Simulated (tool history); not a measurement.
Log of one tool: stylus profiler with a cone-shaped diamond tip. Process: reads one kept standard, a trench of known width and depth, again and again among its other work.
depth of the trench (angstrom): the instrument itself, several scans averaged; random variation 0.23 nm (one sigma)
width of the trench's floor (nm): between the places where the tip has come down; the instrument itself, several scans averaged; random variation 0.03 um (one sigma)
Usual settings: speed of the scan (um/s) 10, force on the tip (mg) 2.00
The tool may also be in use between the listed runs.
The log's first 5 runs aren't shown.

run,hour,speed of the scan (um/s),force on the tip (mg),scans with this tip,hours of work since the height scale was calibrated,depth of the trench (angstrom),width of the trench's floor (nm)
6,147.4,10,1.57,20568,1516,10161.1,43310
7,167.2,10,1.57,20738,1529,10162.6,43290
8,201.4,10,0.90,21031,1550,10134.6,43260
9,227.0,10,0.90,21250,1566,10130.0,43260
10,247.5,10,4.47,21425,1579,10279.0,43280
11,273.3,10,4.47,21646,1596,10281.6,43300
12,291.8,10,3.28,21804,1607,10237.9,43250
13,312.5,10,3.28,21981,1620,10240.4,43210
14,338.2,10,2.00,22202,1637,10185.0,43180
15,378.3,10,2.00,22545,1662,10188.2,43160
16,408.1,10,2.00,22800,1681,10187.8,43090
17,450.0,10,2.00,23159,1707,10187.2,43080
18,478.0,10,2.00,23399,1725,10192.5,43110
19,503.6,10,2.00,23617,1741,10190.3,43000
20,533.6,4,1.08,23875,1760,10144.3,42990
21,557.5,28,3.57,24079,1775,10259.0,42970
22,599.9,28,3.57,24442,1802,10255.1,42910
23,623.7,2,2.00,24646,1817,10193.1,43030
24,664.0,2,4.15,24991,1842,10272.9,42950
25,696.4,4,1.59,25268,1863,10176.8,42910
26,727.9,5,1.14,25538,1883,10153.9,42870
27,750.7,38,1.28,25733,1897,10158.9,42740
28,788.3,38,1.28,26055,1921,10160.4,42630

The next listed run, before its measurement:
29,809.8,38,0.95,26239,1934,?,?

depth of the trench (angstrom): 10147.7
width of the trench's floor (nm): 42600
Without the tool's hidden state the same run would have given depth of the trench (angstrom) 10081.7, width of the trench's floor (nm) 45740.

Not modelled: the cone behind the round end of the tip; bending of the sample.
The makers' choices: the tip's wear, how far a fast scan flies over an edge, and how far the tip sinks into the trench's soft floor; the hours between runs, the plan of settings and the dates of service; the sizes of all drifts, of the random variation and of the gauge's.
